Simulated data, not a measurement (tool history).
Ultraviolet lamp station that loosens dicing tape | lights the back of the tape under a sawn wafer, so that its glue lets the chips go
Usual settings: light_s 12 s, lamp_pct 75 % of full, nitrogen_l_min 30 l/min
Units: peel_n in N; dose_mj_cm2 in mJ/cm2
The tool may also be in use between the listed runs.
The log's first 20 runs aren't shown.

Run 21, hour 1247.7: usual settings but nitrogen_l_min 18 l/min. Result: peel_n 0.273 N, dose_mj_cm2 207 mJ/cm2.
Run 22, hour 1319: usual settings but nitrogen_l_min 18 l/min. Result: peel_n 0.27 N, dose_mj_cm2 205 mJ/cm2.
Run 23, hour 1371.1: usual settings but light_s 11 s, lamp_pct 68 % of full. Result: peel_n 0.271 N, dose_mj_cm2 171 mJ/cm2.
Run 24, hour 1408.2: usual settings but light_s 13 s, nitrogen_l_min 51 l/min. Result: peel_n 0.116 N, dose_mj_cm2 222 mJ/cm2.
At hour 1420.5: window cleaned of glue's vapour.
At hour 1468.3: lamp changed.
Run 25, hour 1468.3: usual settings but light_s 10 s, lamp_pct 73 % of full, nitrogen_l_min 17 l/min. Result: peel_n 0.502 N, dose_mj_cm2 166 mJ/cm2.
Run 26, hour 1515.1: usual settings but light_s 10 s, lamp_pct 60 % of full, nitrogen_l_min 18 l/min. Result: peel_n 0.731 N, dose_mj_cm2 140 mJ/cm2.
Run 27, hour 1557.2: usual settings but light_s 10 s, lamp_pct 60 % of full, nitrogen_l_min 18 l/min. Result: peel_n 0.719 N, dose_mj_cm2 136 mJ/cm2.
Run 28, hour 1640.8: usual settings but nitrogen_l_min 9 l/min. Result: peel_n 0.525 N, dose_mj_cm2 205 mJ/cm2.
Run 29, hour 1684.1: usual settings but nitrogen_l_min 9 l/min. Result: peel_n 0.549 N, dose_mj_cm2 205 mJ/cm2.
Run 30, hour 1729.9: usual settings but light_s 10 s, lamp_pct 62 % of full, nitrogen_l_min 16 l/min. Result: peel_n 0.726 N, dose_mj_cm2 143 mJ/cm2.
Run 31, hour 1781.6: usual settings but light_s 10 s, lamp_pct 62 % of full, nitrogen_l_min 16 l/min. Result: peel_n 0.729 N, dose_mj_cm2 140 mJ/cm2.
Run 32, hour 1847.1: usual settings but lamp_pct 83 % of full, nitrogen_l_min 9 l/min. Result: peel_n 0.421 N, dose_mj_cm2 225 mJ/cm2.
Run 33, hour 1893.9: usual settings but light_s 14 s, nitrogen_l_min 10 l/min. Result: peel_n 0.34 N, dose_mj_cm2 241 mJ/cm2.
At hour 1938: window cleaned of glue's vapour.
Run 34, hour 1946.4: usual settings but light_s 11 s, lamp_pct 92 % of full, nitrogen_l_min 10 l/min. Result: peel_n 0.357 N, dose_mj_cm2 234 mJ/cm2.
Run 35, hour 2016.3: usual settings but light_s 22 s, lamp_pct 93 % of full, nitrogen_l_min 12 l/min. Result: peel_n 0.093 N, dose_mj_cm2 467 mJ/cm2.
Run 36, hour 2098.8: usual settings but lamp_pct 92 % of full, nitrogen_l_min 11 l/min. Result: peel_n 0.274 N, dose_mj_cm2 254 mJ/cm2.
Run 37, hour 2164.7: usual settings but lamp_pct 92 % of full, nitrogen_l_min 11 l/min. Result: peel_n 0.275 N, dose_mj_cm2 256 mJ/cm2.
Run 38, hour 2236.6: usual settings but light_s 17 s, lamp_pct 66 % of full. Result: peel_n 0.109 N, dose_mj_cm2 257 mJ/cm2.
Run 39, hour 2273.3: usual settings but light_s 17 s, lamp_pct 66 % of full. Result: peel_n 0.115 N, dose_mj_cm2 253 mJ/cm2.
Run 40, hour 2308.9: usual settings but light_s 9 s, lamp_pct 83 % of full. Result: peel_n 0.27 N, dose_mj_cm2 171 mJ/cm2.
Run 41, hour 2373.3: usual settings but lamp_pct 98 % of full, nitrogen_l_min 48 l/min. Result: peel_n 0.09 N, dose_mj_cm2 274 mJ/cm2.
Run 42, hour 2445.7: usual settings but lamp_pct 66 % of full, nitrogen_l_min 14 l/min. Result: peel_n 0.469 N, dose_mj_cm2 182 mJ/cm2.
At hour 2453.8: window cleaned of glue's vapour.
Run 43, hour 2490.7: usual settings but light_s 9 s, lamp_pct 68 % of full, nitrogen_l_min 49 l/min. Result: peel_n 0.306 N, dose_mj_cm2 139 mJ/cm2.

Forecast each of these 4 alternatives for the next run:
Run A, hour 2538.9: usual settings but light_s 22 s, lamp_pct 77 % of full, nitrogen_l_min 24 l/min. Result: peel_n ?, dose_mj_cm2 ?.
Run B, hour 2538.9: usual settings but lamp_pct 81 % of full. Result: peel_n ?, dose_mj_cm2 ?.
Run C, hour 2538.9: usual settings but light_s 9 s, lamp_pct 61 % of full, nitrogen_l_min 9 l/min. Result: peel_n ?, dose_mj_cm2 ?.
Run D, hour 2538.9: usual settings but light_s 9 s, lamp_pct 76 % of full, nitrogen_l_min 49 l/min. Result: peel_n ?, dose_mj_cm2 ?.

run  peel_n  dose_mj_cm2
  A   0.089          384
  B   0.149          227
  C   1.416          122
  D   0.223          157
Without the tool's hidden state the same runs would have given:
run  peel_n  dose_mj_cm2
  A   0.088          385
  B   0.148          228
  C   1.413          122
  D   0.222          158

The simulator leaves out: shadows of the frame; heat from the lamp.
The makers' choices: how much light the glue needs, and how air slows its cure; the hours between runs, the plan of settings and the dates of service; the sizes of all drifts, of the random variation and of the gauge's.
